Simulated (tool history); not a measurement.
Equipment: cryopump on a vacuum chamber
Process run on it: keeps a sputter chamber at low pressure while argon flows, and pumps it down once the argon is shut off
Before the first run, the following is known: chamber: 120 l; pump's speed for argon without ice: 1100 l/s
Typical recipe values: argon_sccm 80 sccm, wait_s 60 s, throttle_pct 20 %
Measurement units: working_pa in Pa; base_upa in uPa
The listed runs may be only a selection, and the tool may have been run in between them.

run	hour	argon_sccm	wait_s	throttle_pct	working_pa	base_upa
1	0.0	80	60	20	0.6501	3.45
2	15.9	80	50	20	0.6590	3.68
3	30.6	80	245	20	0.6545	2.28
4	41.7	80	245	20	0.6567	2.21
5	50.8	80	245	20	0.6551	2.26
6	60.7	80	60	20	0.6605	3.49
7	70.7	80	60	20	0.6599	3.37
8	88.9	80	60	20	0.6648	3.34
9	104.7	80	60	20	0.6665	3.55
10	121.5	80	60	20	0.6708	3.53
11	132.0	80	60	20	0.6693	3.44
12	146.4	80	60	20	0.6636	3.54
13	161.8	80	60	20	0.6682	3.59
14	175.1	80	60	40	0.3663	3.60
15	193.0	80	60	40	0.3704	3.73
16	202.4	80	60	40	0.3683	3.61
17	211.2	80	60	40	0.3678	3.69
18	220.4	80	60	40	0.3692	3.75
19	230.1	80	30	18	0.7494	5.37
# hour 249.9: pump warmed up, emptied and cooled again
20	249.9	148	60	20	1.1362	2.98
21	267.4	148	60	20	1.1466	2.94
22	282.8	74	26	17	0.6689	5.01
23	295.1	74	26	17	0.6719	4.89
24	308.4	74	26	17	0.6714	5.06
25	325.0	74	23	17	0.6751	5.54
26	335.7	68	115	39	0.2760	2.30
27	351.0	80	60	22	0.5677	3.14
28	361.8	80	60	22	0.5693	3.03
29	378.4	99	77	23	0.6695	2.75
30	387.3	76	75	20	0.5986	2.76
31	398.7	34	75	43	0.1276	2.82
32	406.4	55	61	24	0.3586	3.16
33	418.7	36	183	16	0.3484	2.18
34	433.3	126	60	31	0.6458	3.16

4 ways to go on from here, each from the tool as it stands after run 34. What would each give?
A	448.6	126	60	36	?	?
B	448.6	46	25	24	?	?
C	448.6	80	60	21	?	?
D	448.6	119	60	20	?	?

run	working_pa	base_upa
A	0.5604	3.16
B	0.3041	5.32
C	0.6006	3.17
D	0.9331	3.23
Had the tool no hidden state, the same runs would have come out as:
run	working_pa	base_upa
A	0.5362	1.77
B	0.2952	3.89
C	0.5852	1.75
D	0.9103	1.80
